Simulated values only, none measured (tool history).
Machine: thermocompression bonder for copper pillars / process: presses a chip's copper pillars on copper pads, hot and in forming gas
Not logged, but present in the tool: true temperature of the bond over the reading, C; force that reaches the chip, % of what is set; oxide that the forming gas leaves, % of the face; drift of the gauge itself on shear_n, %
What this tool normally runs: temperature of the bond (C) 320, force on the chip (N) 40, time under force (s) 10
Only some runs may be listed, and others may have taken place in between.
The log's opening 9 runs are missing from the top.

run   hour  temperature of the bond (C)  force on the chip (N)  time under force (s)  hours of work since the heater was calibrated  hours of work since the force cell was calibrated  hours of work since the gas filter was changed  force that shears a chip off (N)
 10  388.9                          320                     40                     5                                            119                                               1426                                             267                              28.6
 11  423.2                          320                     40                     5                                            142                                               1449                                             291                              28.7
 12  457.5                          320                     40                     5                                            166                                               1473                                             314                              30.2
 13  489.2                          320                     40                    10                                            188                                               1495                                             336                              38.0
 14  530.6                          320                     40                     9                                            216                                               1523                                             365                              37.5
     539.0  -- forming gas filter changed
 15  581.9                          320                     40                    10                                            251                                               1558                                              30                              38.0
 16  629.7                          315                     40                    10                                            284                                               1591                                              63                              36.2
 17  673.2                          320                     40                    10                                            314                                               1621                                              93                              38.6
 18  714.8                          320                     38                    10                                            343                                               1650                                             121                              36.2
 19  751.8                          333                     40                    10                                            369                                               1676                                             147                              43.2
 20  800.5                          347                     40                    10                                            402                                               1709                                             180                              46.2
 21  839.0                          347                     40                    10                                            429                                               1736                                             207                              46.1
 22  878.9                          307                     33                    11                                            456                                               1763                                             235                              29.7
 23  918.2                          320                     40                    15                                            483                                               1791                                             262                              43.3
 24  949.4                          320                     35                    28                                            505                                               1812                                             283                              48.8
 25  985.6                          320                     35                    28                                            530                                               1837                                             308                              49.8

The next listed run, before its measurement:
 26  1024.2                          313                     44                     5                                            557                                               1864                                             335                                 ?

{"run 26": {"force that shears a chip off (N)": 28.5}}
With the hidden condition absent and the run-to-run variation left alone, this run would have shown force that shears a chip off (N) 28.7.
